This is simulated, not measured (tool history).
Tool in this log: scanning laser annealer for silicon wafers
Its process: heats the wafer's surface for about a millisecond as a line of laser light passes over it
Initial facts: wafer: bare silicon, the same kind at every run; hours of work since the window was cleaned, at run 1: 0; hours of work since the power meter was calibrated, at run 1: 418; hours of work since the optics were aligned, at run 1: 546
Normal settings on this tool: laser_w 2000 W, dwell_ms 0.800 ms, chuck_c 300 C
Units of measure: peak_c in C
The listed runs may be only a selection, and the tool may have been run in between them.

run,hour,laser_w,dwell_ms,chuck_c,hours of work since the window was cleaned,hours of work since the power meter was calibrated,hours of work since the optics were aligned,peak_c
1,0.0,2000,0.800,300,0,418,546,1046
2,22.6,2000,0.800,300,10,428,556,1048
3,47.3,2000,0.800,310,20,438,566,1060
4,67.7,2000,0.800,300,29,447,575,1044
5,84.0,2000,0.800,300,36,454,582,1045
6,110.9,2000,0.800,320,47,465,593,1067
7,136.0,2000,0.800,320,58,476,604,1064
8,159.5,2000,0.950,300,68,486,614,1102
9,174.3,2000,0.950,300,74,492,620,1104
10,202.1,1839,0.800,300,86,504,632,966
11,232.4,2000,0.800,300,99,517,645,1040
12,251.2,1899,0.800,300,107,525,653,993
13,270.3,2000,0.970,300,115,533,661,1104
14,294.0,2000,0.745,300,125,543,671,1015
15,317.0,2000,0.703,300,135,553,681,995
16,334.6,2000,0.703,300,143,561,689,996
17,347.7,2000,0.703,300,148,566,694,991
18,367.6,2000,0.703,317,157,575,703,1012
19,397.7,2000,0.703,317,170,588,716,1012
20,418.8,2043,0.800,264,179,597,725,1019
21,435.2,2176,0.800,327,186,604,732,1144
22,465.2,1886,0.800,300,199,617,744,984
23,484.0,2005,0.996,300,207,625,752,1108
24,513.1,2005,0.996,300,219,637,765,1108
25,542.0,2005,0.616,285,231,649,777,936
26,557.4,2005,0.616,285,238,656,784,934
27,583.6,2000,0.628,302,249,667,795,958
28,602.6,2000,0.628,302,257,675,803,960
29,633.8,2000,0.689,301,270,689,816,981
30,654.1,1912,0.606,289,279,697,825,896
31,682.8,2000,0.563,276,291,709,837,897
32,708.1,2117,0.614,305,302,720,848,998
33,726.3,1965,0.800,300,310,728,856,1009
34,753.4,1849,0.761,300,322,740,867,940
35,777.7,1928,0.834,300,332,750,878,1005
36,804.7,1928,0.834,300,343,761,889,1004
37,828.6,1799,0.957,325,354,772,899,1009
38,842.4,1929,0.800,300,360,778,905,990

Forecast each of these 5 alternatives for the next run:
# hour 870.8: window over the wafer cleaned
A,872.2,1863,0.688,333,1,789,917,?
# hour 870.8: window over the wafer cleaned
B,872.2,2013,0.800,300,1,789,917,?
# hour 870.8: window over the wafer cleaned
C,872.2,1908,0.800,298,1,789,917,?
# hour 870.8: window over the wafer cleaned
D,872.2,1719,0.730,290,1,789,917,?
# hour 870.8: window over the wafer cleaned
E,872.2,1896,0.800,306,1,789,917,?

run,peak_c
A,970
B,1047
C,999
D,877
E,1001
The same runs, with their run-to-run variation unchanged, on a tool lacking any hidden condition would have given:
run,peak_c
A,984
B,1065
C,1016
D,890
E,1017

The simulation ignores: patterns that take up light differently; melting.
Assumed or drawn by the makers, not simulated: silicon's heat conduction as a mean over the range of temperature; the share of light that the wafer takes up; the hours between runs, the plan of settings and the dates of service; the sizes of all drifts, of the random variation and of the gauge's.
